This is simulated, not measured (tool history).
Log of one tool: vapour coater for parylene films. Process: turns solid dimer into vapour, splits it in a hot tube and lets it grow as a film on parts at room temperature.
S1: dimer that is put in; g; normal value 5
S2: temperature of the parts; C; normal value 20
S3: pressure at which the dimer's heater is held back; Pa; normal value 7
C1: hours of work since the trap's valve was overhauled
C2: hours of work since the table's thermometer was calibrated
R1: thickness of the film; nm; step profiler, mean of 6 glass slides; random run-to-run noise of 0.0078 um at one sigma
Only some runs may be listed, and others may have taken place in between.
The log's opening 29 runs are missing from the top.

run	day	S1	S2	S3	C1	C2	R1
30	16.121	8	16	3.59	243	51	2836
# day 16.567: table's thermometer calibrated, once more
31	16.754	5	22	3.06	252	3	1599
32	17.538	9	24	6.97	263	14	2565
33	18.175	5	22	7.24	272	23	1478
34	18.679	5	22	7.24	280	31	1474
35	19.412	5	22	7.24	290	41	1468
36	20.188	5	22	7.24	302	52	1455
37	20.621	5	22	7.24	308	59	1453
38	21.175	5	22	7.24	316	67	1438
39	21.796	5	22	7.24	325	76	1450
40	22.262	6	20	3.99	332	82	1901
# day 22.658: trap's valve overhauled
41	23.008	4	18	3.99	5	91	1455
42	23.733	4	13	4.21	16	101	1591
43	24.479	4	13	4.21	26	112	1580
44	25.212	3	21	3.04	37	123	1044
45	25.846	4	14	3.04	46	132	1594
46	26.6	8	24	7	57	143	2405

Forecast each of these 4 alternatives for the next run:
A	27.138	5	24	7	65	151	?
B	27.138	8	20	7	65	151	?
C	27.138	5	20	9.77	65	151	?
D	27.138	8	14	8.69	65	151	?

run	R1
A	1507
B	2608
C	1572
D	2856
Had the tool no hidden state, the same runs would have come out as:
run	R1
A	1535
B	2657
C	1602
D	2910
